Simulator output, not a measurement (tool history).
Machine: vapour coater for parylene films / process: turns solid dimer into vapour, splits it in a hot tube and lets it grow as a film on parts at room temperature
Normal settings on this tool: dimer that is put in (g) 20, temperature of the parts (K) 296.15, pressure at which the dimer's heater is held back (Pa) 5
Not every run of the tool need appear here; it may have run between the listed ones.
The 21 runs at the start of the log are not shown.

run    hour  dimer that is put in (g)  temperature of the parts (K)  pressure at which the dimer's heater is held back (Pa)  hours of work since the trap's valve was overhauled  hours of work since the table's thermometer was calibrated  thickness of the film (um)
 22  1159.6                        20                        296.15                                                       5                                                   54                                                         262                        4.55
 23  1199.1                        20                        296.15                                                       5                                                   83                                                         292                        4.56
 24  1263.2                        20                        296.15                                                       2                                                  131                                                         339                        5.12
 25    1294                        12                        299.15                                                    6.96                                                  154                                                         362                        2.43
 26  1345.1                        12                        299.15                                                    6.96                                                  192                                                         401                        2.42
 27  1411.5                        12                        299.15                                                    6.96                                                  242                                                         450                         2.4
 28  1451.6                        12                        294.15                                                    4.02                                                  271                                                         480                        2.82
 29  1483.6                        12                        294.15                                                    4.02                                                  295                                                         504                        2.81
 30  1513.8                        24                        296.15                                                    7.66                                                  318                                                         526                        4.95
 31  1572.6                        24                        296.15                                                    7.66                                                  362                                                         570                        4.94
 32  1632.3                        24                        296.15                                                    7.66                                                  406                                                         615                        4.82
 33    1676                        20                        305.15                                                   10.18                                                  439                                                         647                        3.26
 34  1738.4                        20                        297.15                                                    2.45                                                  485                                                         694                        4.59
 35  1788.1                        20                        295.15                                                     2.5                                                  523                                                         731                        4.76
 36  1823.1                        20                        295.15                                                     2.5                                                  549                                                         757                        4.71
 37  1860.6                        20                        295.15                                                     2.5                                                  577                                                         785                        4.68
 38  1896.7                        31                        296.15                                                       5                                                  604                                                         812                        6.51
     1941.7  -- trap's valve overhauled
 39  1941.7                        31                        296.15                                                       5                                                    0                                                         843                        6.98
 40  2012.8                        19                        296.15                                                    6.56                                                   53                                                         896                        4.04
 41  2050.4                        19                        296.15                                                    6.56                                                   81                                                         924                        4.04
 42  2102.7                        20                        297.15                                                       5                                                  120                                                         963                        4.32
     2107.9  -- table's thermometer calibrated
 43    2155                        20                        297.15                                                       5                                                  158                                                          35                        4.38
 44  2220.9                        16                        291.15                                                    8.36                                                  208                                                          84                        3.66
 45  2285.3                        16                        291.15                                                    8.36                                                  256                                                         132                         3.6
 46  2350.4                        19                        304.15                                                    8.36                                                  304                                                         181                        3.37

What if the next run were any one of these 4? Each begins from the tool's condition after run 46:
  A  2380.4                        15                        295.15                                                    4.98                                                  327                                                         203                           ?
  B  2380.4                         9                        291.15                                                    3.01                                                  327                                                         203                           ?
  C  2380.4                        15                        304.15                                                    8.36                                                  327                                                         203                           ?
  D  2380.4                        20                        290.15                                                       5                                                  327                                                         203                           ?

run  thickness of the film (um)
  A                        3.33
  B                        2.32
  C                        2.64
  D                        4.94
Stripped of hidden state, with their random variation kept, the same runs would have yielded:
run  thickness of the film (um)
  A                         3.5
  B                        2.43
  C                        2.78
  D                        5.19
